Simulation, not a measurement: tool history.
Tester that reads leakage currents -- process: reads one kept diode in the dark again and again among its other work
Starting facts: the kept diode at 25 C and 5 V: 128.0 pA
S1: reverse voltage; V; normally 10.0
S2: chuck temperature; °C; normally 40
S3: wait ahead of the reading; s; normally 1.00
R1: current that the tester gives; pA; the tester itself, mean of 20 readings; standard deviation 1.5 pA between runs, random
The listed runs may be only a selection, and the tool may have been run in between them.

run	hour	S1	S2	S3	R1
1	0.0	10.0	40	1.00	512.80
2	41.6	10.0	40	1.00	511.05
3	71.3	10.0	40	1.00	512.60
4	106.4	10.0	40	1.00	514.98
5	131.4	10.0	40	3.05	511.02
6	157.4	10.0	40	3.05	509.23
7	202.5	10.0	40	3.05	510.56
8	235.2	10.0	32	3.05	297.42
9	263.4	3.9	40	1.00	315.85
10	283.4	1.0	40	1.00	157.30
11	322.5	10.0	40	1.00	513.37
12	346.7	10.0	40	1.00	512.57
13	387.5	10.0	40	1.00	513.81
14	409.0	10.0	40	1.00	514.22
15	440.9	10.0	40	1.00	512.87
16	473.8	10.0	40	1.00	508.89
17	507.6	7.1	40	1.00	431.55
18	544.5	10.0	40	1.00	514.62
19	577.5	4.9	59	5.22	1138.53
20	618.8	4.9	59	5.22	1142.55
21	661.0	18.7	56	1.02	1906.11
22	683.4	18.7	56	1.02	1900.01
23	704.0	10.0	31	0.98	280.86
24	737.2	3.9	52	7.69	670.57
25	766.0	3.9	20	1.12	78.44
26	792.7	3.9	20	1.12	78.35
27	815.5	13.8	32	0.34	356.43
28	845.3	1.6	40	9.70	200.69
29	885.6	1.6	40	9.70	199.06
30	929.3	10.0	25	0.46	185.42
31	954.9	1.3	37	1.54	148.20
32	974.9	2.0	21	0.32	60.80
33	1000.9	10.0	32	3.77	299.85
# hour 1026.8: probe card cleaned and baked
34	1048.8	10.0	48	1.00	850.55

The next listed run, before its measurement:
35	1079.5	2.7	48	1.00	?

{"run 35": {"R1": 436.14}}
Without the tool's hidden state the same run would have given R1 435.60 pA.
